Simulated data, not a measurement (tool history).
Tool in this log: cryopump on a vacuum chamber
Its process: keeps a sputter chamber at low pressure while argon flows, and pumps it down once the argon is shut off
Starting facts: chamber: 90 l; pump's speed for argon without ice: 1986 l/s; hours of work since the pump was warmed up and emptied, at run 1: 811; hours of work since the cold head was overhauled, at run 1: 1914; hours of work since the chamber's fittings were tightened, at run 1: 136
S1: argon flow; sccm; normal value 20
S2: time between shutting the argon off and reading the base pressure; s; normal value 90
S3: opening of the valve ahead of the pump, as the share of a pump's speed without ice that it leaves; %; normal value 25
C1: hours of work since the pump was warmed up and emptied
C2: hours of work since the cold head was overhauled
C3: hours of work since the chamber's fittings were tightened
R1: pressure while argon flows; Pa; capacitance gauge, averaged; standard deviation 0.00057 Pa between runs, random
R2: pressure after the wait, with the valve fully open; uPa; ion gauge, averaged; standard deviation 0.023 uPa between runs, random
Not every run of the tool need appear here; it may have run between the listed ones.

run    hour  S1   S2  S3    C1    C2    C3      R1    R2
  1       0  20   90  25   811  1914   136  0.0733  0.88
  2     104  20   90  25   895  1997   220  0.0739     1
  3   183.6  20   90  17   959  2061   284  0.1063   1.1
  4   269.6  20   90  17  1028  2131   354  0.1062  1.16
      333.4  -- pump warmed up, emptied and cooled again
  5   347.1  20   90  17    11  2189   412  0.1003  0.98
  6   452.8  20   46  25    96  2274   497  0.0693  1.61
  7   536.6  20   46  25   164  2342   565   0.069  1.72
  8     610  20   46  25   223  2401   624  0.0691  1.81
  9   721.5  20   46  25   313  2491   714  0.0702  1.87
 10   826.7  20   46  25   397  2575   798  0.0699  1.99
 11   878.5  20   46  15   439  2617   840   0.116  2.03
 12   996.4  10  260  29   534  2712   935  0.0306   1.2
 13  1067.8  10  260  29   591  2770   992  0.0321  1.29
 14  1180.8  20   90  45   682  2861  1083  0.0421  1.74
 15  1272.9  12  181  30   757  2935  1158  0.0365   1.6
 16  1345.6  20   90  39   815  2993  1216  0.0487  1.97
 17  1415.2  14   90  23   871  3049  1272  0.0567  2.08
 18  1499.4  24   27  24   939  3117  1340  0.0929   3.5
 19    1613   8   24  38  1031  3209  1432  0.0209  3.88
       1679  -- pump warmed up, emptied and cooled again
 20  1736.4   8   24  38    46  3304  1527  0.0189  3.55
 21  1837.8   8   24  38   128  3386  1609  0.0186  3.57

Predict each of these 4 candidate next runs independently; none follows another, all start after run 21:
  A  1944.3  32   24  38  214  3471  1694   ?   ?
  B  1944.3   8   89  15  214  3471  1694   ?   ?
  C  1944.3  10   37  25  214  3471  1694   ?   ?
  D  1944.3   8  196  27  214  3471  1694   ?   ?

run      R1    R2
  A  0.0732  3.71
  B  0.0466  2.09
  C  0.0343  2.93
  D  0.0259  1.81
With the hidden condition removed and each run's random variation left untouched, the same runs would have given:
run      R1    R2
  A  0.0708  2.31
  B   0.046  0.72
  C  0.0335  1.53
  D  0.0253  0.39
